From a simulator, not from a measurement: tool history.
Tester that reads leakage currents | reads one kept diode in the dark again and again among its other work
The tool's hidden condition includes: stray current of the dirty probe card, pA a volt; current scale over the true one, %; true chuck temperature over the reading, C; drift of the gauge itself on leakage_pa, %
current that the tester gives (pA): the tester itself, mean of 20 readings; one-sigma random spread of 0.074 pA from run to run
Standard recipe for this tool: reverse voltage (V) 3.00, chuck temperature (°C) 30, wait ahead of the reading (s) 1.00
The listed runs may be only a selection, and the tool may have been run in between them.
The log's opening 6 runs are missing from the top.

run,hour,reverse voltage (V),chuck temperature (°C),wait ahead of the reading (s),hours of work since the probe card was cleaned,hours of work since the tester was calibrated,hours of work since the chuck was calibrated,current that the tester gives (pA)
7,255.8,7.13,30,1.00,3075,667,1776,51.94
8,321.4,7.13,30,1.00,3115,707,1816,52.06
9,380.6,7.13,23,1.00,3151,743,1852,37.75
10,419.0,3.00,30,1.00,3175,766,1876,27.75
11,484.2,3.00,30,1.00,3214,806,1915,27.94
12,541.3,13.19,30,1.00,3249,841,1950,85.19
13,587.0,13.19,30,1.00,3277,869,1978,85.28
14,651.0,13.19,30,1.00,3316,908,2017,86.17
15,685.7,3.00,53,1.00,3337,929,2038,132.03
# hour 691.1: tester calibrated
# hour 705.0: probe card cleaned and baked
16,753.3,3.00,53,1.00,29,36,2077,122.82
17,804.2,3.00,53,1.00,61,67,2108,123.12
18,852.0,3.00,53,1.00,90,96,2137,122.57
19,907.2,3.00,30,0.31,123,130,2171,21.04
20,962.4,3.00,30,0.31,157,164,2204,21.09
21,1000.3,3.00,30,0.31,180,187,2227,21.19
22,1037.7,3.00,30,0.65,203,210,2250,20.48
# hour 1076.0: tester calibrated, once more
23,1107.5,4.27,55,6.94,244,19,2292,177.78
24,1171.9,4.27,55,6.94,284,59,2331,178.53

Estimate the outcome of run 25 from the log above:
# hour 1180.5: chuck's temperature calibrated
25,1212.7,4.27,55,6.94,307,82,20,?

{"run 25": {"current that the tester gives (pA)": 164.79}}
With the hidden condition absent and the run-to-run variation left alone, this run would have shown current that the tester gives (pA) 162.99.

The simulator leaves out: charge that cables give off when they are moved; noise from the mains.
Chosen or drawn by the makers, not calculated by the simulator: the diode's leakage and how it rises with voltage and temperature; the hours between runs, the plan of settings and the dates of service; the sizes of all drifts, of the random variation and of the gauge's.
